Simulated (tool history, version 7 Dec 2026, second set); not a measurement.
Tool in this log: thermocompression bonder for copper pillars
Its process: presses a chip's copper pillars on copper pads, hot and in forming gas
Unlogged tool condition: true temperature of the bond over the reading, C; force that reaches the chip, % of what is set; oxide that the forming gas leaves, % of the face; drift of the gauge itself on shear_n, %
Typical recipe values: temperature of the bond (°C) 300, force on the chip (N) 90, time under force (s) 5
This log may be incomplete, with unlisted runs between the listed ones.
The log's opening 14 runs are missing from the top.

run   hour  temperature of the bond (°C)  force on the chip (N)  time under force (s)  hours of work since the heater was calibrated  hours of work since the force cell was calibrated  hours of work since the gas filter was changed  force that shears a chip off (N)
 15  124.6                           293                     90                     5                                            670                                                218                                              61                              33.1
 16  133.8                           300                     90                     5                                            674                                                222                                              65                              35.8
 17  139.4                           300                     90                     5                                            677                                                225                                              68                              36.2
 18  144.5                           292                     90                     5                                            679                                                227                                              70                              32.5
 19  153.3                           292                     90                     5                                            683                                                231                                              74                              31.7
 20  164.8                           292                     90                     5                                            689                                                236                                              80                              32.2
 21    173                           292                     90                     5                                            693                                                240                                              83                              31.8
     175.6  -- heater calibrated with a thermocouple chip
 22  185.7                           292                     90                     5                                              5                                                245                                              88                              32.5
 23  193.5                           278                     90                     8                                              8                                                249                                              92                              31.6
 24  202.8                           329                     56                     7                                             13                                                253                                              96                              37.2
 25  212.6                           329                     56                     7                                             17                                                258                                             101                              37.3
     222.9  -- heater calibrated with a thermocouple chip, once more
 26  223.9                           329                     56                     7                                              0                                                262                                             105                              35.1
 27  232.7                           274                    103                     5                                              5                                                266                                             109                              25.9
 28  245.1                           300                     90                     6                                             10                                                272                                             115                              35.6
 29  256.6                           272                     62                     6                                             16                                                277                                             121                              15.1
 30  264.5                           272                     62                     6                                             19                                                281                                             124                                15
 31  274.6                           295                     68                     5                                             24                                                286                                             129                              23.2
 32  284.9                           295                     68                     5                                             29                                                291                                             134                              23.1
 33  294.5                           322                    100                     5                                             33                                                295                                             138                              47.4
 34  299.7                           322                    100                     5                                             36                                                297                                             141                                47
 35  311.2                           285                     68                     6                                             41                                                303                                             146                              21.1
 36  323.6                           291                    122                     6                                             47                                                309                                             152                              41.5
     331.1  -- forming gas filter changed
 37  332.4                           291                    122                     6                                             51                                                312                                               1                              46.1
 38    340                           325                     90                     6                                             54                                                316                                               4                              52.2
 39  346.3                           321                     66                     5                                             57                                                319                                               7                              35.8

Branching from run 39: 4 alternative next runs. What would each branch give?
  A  353.7                           300                     87                     3                                             61                                                322                                              11                                 ?
  B  353.7                           287                     69                     6                                             61                                                322                                              11                                 ?
  C  353.7                           300                    113                    14                                             61                                                322                                              11                                 ?
  D  353.7                           321                     94                     7                                             61                                                322                                              11                                 ?

run  force that shears a chip off (N)
  A                              28.9
  B                              23.8
  C                              60.4
  D                              54.1
What these runs would have given with no unlogged condition in the tool:
run  force that shears a chip off (N)
  A                              29.1
  B                                24
  C                              60.8
  D                              54.5

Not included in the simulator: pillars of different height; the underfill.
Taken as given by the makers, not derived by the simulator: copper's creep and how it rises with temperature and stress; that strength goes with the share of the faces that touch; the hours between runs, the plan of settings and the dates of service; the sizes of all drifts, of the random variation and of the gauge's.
